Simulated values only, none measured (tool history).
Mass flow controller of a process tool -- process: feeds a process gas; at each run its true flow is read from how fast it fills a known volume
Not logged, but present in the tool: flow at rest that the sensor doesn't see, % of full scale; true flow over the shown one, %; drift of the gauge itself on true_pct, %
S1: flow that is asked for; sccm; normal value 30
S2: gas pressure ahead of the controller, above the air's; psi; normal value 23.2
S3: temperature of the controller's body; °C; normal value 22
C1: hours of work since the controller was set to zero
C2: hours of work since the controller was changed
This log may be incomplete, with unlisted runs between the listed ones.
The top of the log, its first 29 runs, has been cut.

-- hour=4419.8 controller's zero set anew, once more
run 30 hour=4487.7 | S1=99 S2=23.2 S3=23 | C1=34 C2=3779 | true_flow_(%)=101.04
run 31 hour=4614.9 | S1=16 S2=27.4 S3=24 | C1=97 C2=3842 | true_flow_(%)=99.99
run 32 hour=4813.9 | S1=15 S2=23.2 S3=22 | C1=196 C2=3941 | true_flow_(%)=100.43
run 33 hour=5029.4 | S1=15 S2=31.8 S3=22 | C1=303 C2=4049 | true_flow_(%)=99.73
run 34 hour=5125 | S1=15 S2=31.8 S3=22 | C1=351 C2=4096 | true_flow_(%)=99.68
run 35 hour=5259.3 | S1=15 S2=31.8 S3=22 | C1=418 C2=4163 | true_flow_(%)=99.55
run 36 hour=5480.5 | S1=40 S2=30 S3=30 | C1=528 C2=4273 | true_flow_(%)=99.98
run 37 hour=5678.7 | S1=40 S2=23.1 S3=21 | C1=626 C2=4372 | true_flow_(%)=100.79
run 38 hour=5878.5 | S1=22 S2=26.5 S3=23 | C1=726 C2=4471 | true_flow_(%)=100.01
run 39 hour=6099.3 | S1=22 S2=26.5 S3=23 | C1=836 C2=4581 | true_flow_(%)=100.07
run 40 hour=6289.8 | S1=22 S2=26.5 S3=23 | C1=930 C2=4676 | true_flow_(%)=99.9
run 41 hour=6514.8 | S1=30 S2=23.2 S3=27 | C1=1042 C2=4788 | true_flow_(%)=100.02
run 42 hour=6724.2 | S1=30 S2=23.2 S3=40 | C1=1147 C2=4892 | true_flow_(%)=99.26
run 43 hour=6894.8 | S1=30 S2=23.2 S3=40 | C1=1231 C2=4977 | true_flow_(%)=99.44
run 44 hour=7088.2 | S1=30 S2=30.5 S3=40 | C1=1328 C2=5073 | true_flow_(%)=98.91
run 45 hour=7307.5 | S1=59 S2=40 S3=36 | C1=1437 C2=5182 | true_flow_(%)=99.3

Forecast run 46:
run 46 hour=7459.3 | S1=59 S2=40 S3=36 | C1=1512 C2=5258 | true_flow_(%)=?

Logged for run 46: true flow (%) 99.27.
Take away the tool's hidden state, keep the run-to-run variation as it was, and the same run would have given true flow (%) 98.76.

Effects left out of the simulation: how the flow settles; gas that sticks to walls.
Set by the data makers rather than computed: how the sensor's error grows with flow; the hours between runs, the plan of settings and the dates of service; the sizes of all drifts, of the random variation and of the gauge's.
